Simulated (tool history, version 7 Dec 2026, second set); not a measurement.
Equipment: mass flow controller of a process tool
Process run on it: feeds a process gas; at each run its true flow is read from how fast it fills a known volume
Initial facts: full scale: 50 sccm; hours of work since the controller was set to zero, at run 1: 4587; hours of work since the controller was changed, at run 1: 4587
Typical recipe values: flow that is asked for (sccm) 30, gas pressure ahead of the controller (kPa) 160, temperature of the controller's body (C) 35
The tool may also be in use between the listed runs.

| run | hour | flow that is asked for (sccm) | gas pressure ahead of the controller (kPa) | temperature of the controller's body (C) | hours of work since the controller was set to zero | hours of work since the controller was changed | true flow (%) |
|---|---|---|---|---|---|---|---|
| 1 | 0 | 30 | 160 | 35 | 4587 | 4587 | 99.82 |
| 2 | 339.3 | 30 | 160 | 35 | 4823 | 4823 | 99.9 |
| 3 | 637 | 30 | 160 | 35 | 5030 | 5030 | 99.76 |
| 4 | 937.6 | 30 | 160 | 35 | 5240 | 5240 | 99.55 |
| 5 | 1313.1 | 30 | 160 | 35 | 5501 | 5501 | 99.75 |
| 6 | 1635.6 | 30 | 160 | 35 | 5726 | 5726 | 99.51 |
| 7 | 1901.1 | 30 | 160 | 23 | 5911 | 5911 | 98.51 |
| 8 | 2308.8 | 30 | 160 | 23 | 6195 | 6195 | 98.27 |
| 9 | 2684.4 | 14 | 234 | 39 | 6456 | 6456 | 99.58 |
|  | 2816.6 | controller exchanged for a calibrated one |
| 10 | 2967.8 | 14 | 234 | 39 | 105 | 105 | 99.64 |
| 11 | 3195.3 | 47 | 208 | 35 | 264 | 264 | 100.09 |
| 12 | 3378.5 | 47 | 208 | 35 | 391 | 391 | 100.28 |
| 13 | 3599.9 | 7 | 186 | 30 | 545 | 545 | 98.04 |
| 14 | 3878.6 | 49 | 181 | 37 | 740 | 740 | 100.08 |
| 15 | 4108.7 | 30 | 160 | 35 | 900 | 900 | 98.95 |
| 16 | 4436.1 | 13 | 202 | 35 | 1128 | 1128 | 98.64 |

Alternative continuations, all from the tool just after run 16; predict every row:
| A | 4610.5 | 19 | 160 | 27 | 1249 | 1249 | ? |
| B | 4610.5 | 30 | 160 | 26 | 1249 | 1249 | ? |
| C | 4610.5 | 30 | 149 | 35 | 1249 | 1249 | ? |

| run | true flow (%) |
|---|---|
| A | 97.92 |
| B | 98.16 |
| C | 98.95 |
Take away the tool's hidden state, keep each run's random variation, and the runs would have read:
| run | true flow (%) |
|---|---|
| A | 98.88 |
| B | 99.12 |
| C | 99.92 |
